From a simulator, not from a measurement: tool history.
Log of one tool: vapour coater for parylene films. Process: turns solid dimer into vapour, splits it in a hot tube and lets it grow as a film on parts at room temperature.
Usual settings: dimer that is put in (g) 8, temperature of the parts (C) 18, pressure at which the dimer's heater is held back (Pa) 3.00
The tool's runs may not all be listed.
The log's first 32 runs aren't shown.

run     day  dimer that is put in (g)  temperature of the parts (C)  pressure at which the dimer's heater is held back (Pa)  thickness of the film (nm)
     19.062  -- trap's valve overhauled
 33  19.567                        11                            13                                                    2.28                       12200
 34  20.346                        11                            13                                                    2.28                       12110
 35  20.729                         8                            16                                                    3.00                        7470
 36  21.542                         8                            16                                                    3.00                        7310
 37  22.342                         8                            16                                                    3.00                        7290
 38  22.908                         5                            22                                                    3.40                        3460
 39  23.500                         6                            17                                                    4.27                        4890
 40  24.150                         4                            18                                                    4.81                        3080
 41  24.896                         8                            13                                                    3.00                        8060
 42  25.704                        11                            21                                                    2.22                        8410
 43  26.388                         9                            28                                                    4.62                        4550
 44  26.779                         7                            17                                                    3.94                        5670
 45  27.200                         4                            17                                                    2.07                        3590
 46  27.679                         7                            25                                                    3.00                        4190
 47  28.450                         7                            11                                                    3.14                        7140

4 ways to go on from here, each from the tool as it stands after run 47. What would each give?
  A  29.329                         5                            18                                                    3.00                           ?
  B  29.329                         8                            21                                                    3.00                           ?
  C  29.329                         3                            19                                                    6.50                           ?
  D  29.329                         8                            15                                                    2.78                           ?

run  thickness of the film (nm)
  A                        4010
  B                        5580
  C                        1980
  D                        7250
Without the tool's hidden state the same runs would have given:
run  thickness of the film (nm)
  A                        4310
  B                        6000
  C                        2130
  D                        7800
